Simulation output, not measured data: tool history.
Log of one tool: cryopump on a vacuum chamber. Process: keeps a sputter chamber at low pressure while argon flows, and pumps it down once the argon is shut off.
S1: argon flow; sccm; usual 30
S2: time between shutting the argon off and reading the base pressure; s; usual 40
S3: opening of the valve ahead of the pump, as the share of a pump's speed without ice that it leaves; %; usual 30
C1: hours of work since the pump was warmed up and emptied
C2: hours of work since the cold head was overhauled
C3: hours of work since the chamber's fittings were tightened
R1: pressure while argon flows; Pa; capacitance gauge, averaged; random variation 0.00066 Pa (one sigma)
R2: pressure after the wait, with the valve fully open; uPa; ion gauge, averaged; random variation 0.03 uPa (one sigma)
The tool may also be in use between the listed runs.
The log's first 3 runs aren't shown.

run    hour  S1  S2  S3   C1    C2    C3      R1    R2
  4   203.0  30  40  30  192   499   269  0.1148  1.64
  5   277.9  30  62  30  257   564   333  0.1190  1.27
  6   318.0  30  40  30  291   598   368  0.1222  1.74
      347.4  -- pump warmed up, emptied and cooled again
  7   383.6  30  40  30   31   651   420  0.1098  1.64
  8   465.6  30  40  30  102   722   491  0.1117  1.75
  9   530.0  30  40  30  158   777   547  0.1146  1.77
 10   608.6  30  40  30  226   845   615  0.1178  1.80
 11   647.5  30  40  30  259   879   649  0.1202  1.90
 12   693.7  30  40  30  299   919   689  0.1241  1.89
      708.4  -- pump warmed up, emptied and cooled again
 13   733.9  30  40  30   22   949   719  0.1067  1.73
 14   784.8  30  40  30   66   993   763  0.1087  1.72
 15   825.8  30  40  30  102  1029   799  0.1110  1.82
 16   887.2  30  40  30  155  1082   852  0.1135  1.82
 17   923.8  30  40  30  186  1114   883  0.1155  1.92
 18   997.0  41  22  30  250  1177   947  0.1628  3.02
 19  1063.3  41  22  30  307  1234  1004  0.1672  3.12
     1073.0  -- pump warmed up, emptied and cooled again
 20  1118.4  25  20  17   39  1277  1047  0.1581  3.15

Forecast run 21:
 21  1161.4  30  297  56  76  1315  1084   ?   ?

R1: 0.0613 Pa
R2: 0.77 uPa
Without the tool's hidden state the same run would have given R1 0.0573 Pa, R2 0.42 uPa.
